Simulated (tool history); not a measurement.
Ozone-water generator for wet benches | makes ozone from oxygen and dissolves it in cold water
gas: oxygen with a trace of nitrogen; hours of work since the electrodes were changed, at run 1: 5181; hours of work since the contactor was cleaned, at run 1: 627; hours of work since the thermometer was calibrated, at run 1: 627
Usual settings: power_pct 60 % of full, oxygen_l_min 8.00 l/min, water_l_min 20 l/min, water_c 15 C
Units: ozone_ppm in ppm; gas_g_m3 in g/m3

| run | day | power_pct | oxygen_l_min | water_l_min | water_c | hours of work since the electrodes were changed | hours of work since the contactor was cleaned | hours of work since the thermometer was calibrated | ozone_ppm | gas_g_m3 |
|---|---|---|---|---|---|---|---|---|---|---|
| 1 | 0.000 | 60 | 8.00 | 20 | 15 | 5181 | 627 | 627 | 34.3 | 247.2 |
| 2 | 6.167 | 60 | 8.00 | 20 | 15 | 5310 | 757 | 757 | 34.2 | 246.2 |
| 3 | 9.154 | 60 | 8.00 | 20 | 15 | 5373 | 819 | 819 | 34.2 | 245.5 |
| 4 | 13.188 | 80 | 8.00 | 20 | 15 | 5458 | 904 | 904 | 42.2 | 305.5 |
| 5 | 17.346 | 60 | 8.00 | 20 | 10 | 5546 | 992 | 992 | 36.8 | 247.3 |
| 6 | 20.321 | 60 | 8.00 | 20 | 15 | 5609 | 1055 | 1055 | 34.1 | 246.9 |
| 7 | 24.504 | 60 | 8.00 | 20 | 15 | 5697 | 1143 | 1143 | 34.1 | 248.8 |
| 8 | 30.358 | 60 | 8.00 | 20 | 15 | 5820 | 1266 | 1266 | 34.3 | 248.2 |
| 9 | 33.588 | 60 | 8.00 | 20 | 15 | 5888 | 1334 | 1334 | 34.3 | 247.9 |
| 10 | 37.596 | 60 | 8.00 | 20 | 18 | 5972 | 1419 | 1419 | 32.6 | 247.5 |
| 11 | 43.221 | 60 | 8.00 | 20 | 18 | 6091 | 1537 | 1537 | 32.4 | 247.9 |
| 12 | 47.279 | 82 | 8.00 | 20 | 15 | 6176 | 1622 | 1622 | 43.0 | 310.9 |
| 13 | 53.617 | 82 | 11.74 | 20 | 15 | 6310 | 1756 | 1756 | 41.7 | 255.9 |
| 14 | 58.646 | 82 | 10.64 | 20 | 18 | 6416 | 1862 | 1862 | 39.7 | 269.8 |
| 15 | 63.771 | 71 | 8.02 | 23 | 7 | 6524 | 1970 | 1970 | 38.6 | 276.5 |
| 16 | 66.842 | 71 | 8.02 | 23 | 7 | 6588 | 2035 | 2035 | 38.4 | 279.2 |
| 17 | 73.688 | 68 | 8.02 | 23 | 9 | 6733 | 2179 | 2179 | 36.3 | 268.2 |
| 18 | 79.846 | 58 | 11.46 | 13 | 9 | 6862 | 2308 | 2308 | 49.5 | 200.8 |
| 19 | 84.667 | 58 | 11.46 | 13 | 9 | 6964 | 2410 | 2410 | 49.2 | 200.2 |
| 20 | 87.633 | 93 | 4.57 | 28 | 9 | 7026 | 2472 | 2472 | 34.3 | 449.9 |
| 21 | 94.142 | 56 | 4.56 | 14 | 22 | 7163 | 2610 | 2610 | 39.1 | 312.5 |
| 22 | 98.933 | 92 | 10.19 | 15 | 11 | 7264 | 2710 | 2710 | 61.5 | 297.8 |
| 23 | 104.867 | 92 | 10.19 | 15 | 11 | 7389 | 2836 | 2836 | 61.9 | 298.3 |
| 24 | 111.279 | 50 | 8.00 | 20 | 20 | 7524 | 2971 | 2971 | 27.5 | 215.1 |
| 25 | 116.446 | 50 | 8.00 | 20 | 20 | 7633 | 3079 | 3079 | 27.5 | 215.7 |

Forecast each of these 5 alternatives for the next run:
| A | 121.812 | 93 | 13.80 | 24 | 20 | 7746 | 3192 | 3192 | ? | ? |
| B | 121.812 | 60 | 5.36 | 20 | 20 | 7746 | 3192 | 3192 | ? | ? |
| C | 121.812 | 68 | 8.00 | 26 | 19 | 7746 | 3192 | 3192 | ? | ? |
| D | 121.812 | 50 | 5.92 | 19 | 16 | 7746 | 3192 | 3192 | ? | ? |
| E | 121.812 | 54 | 7.33 | 20 | 22 | 7746 | 3192 | 3192 | ? | ? |

| run | ozone_ppm | gas_g_m3 |
|---|---|---|
| A | 35.3 | 259.7 |
| B | 31.7 | 299.6 |
| C | 27.9 | 271.1 |
| D | 30.9 | 251.5 |
| E | 28.4 | 237.7 |
Without the tool's hidden state the same runs would have given:
| run | ozone_ppm | gas_g_m3 |
|---|---|---|
| A | 35.4 | 260.1 |
| B | 31.8 | 299.9 |
| C | 28.0 | 271.5 |
| D | 30.9 | 251.7 |
| E | 28.4 | 238.0 |

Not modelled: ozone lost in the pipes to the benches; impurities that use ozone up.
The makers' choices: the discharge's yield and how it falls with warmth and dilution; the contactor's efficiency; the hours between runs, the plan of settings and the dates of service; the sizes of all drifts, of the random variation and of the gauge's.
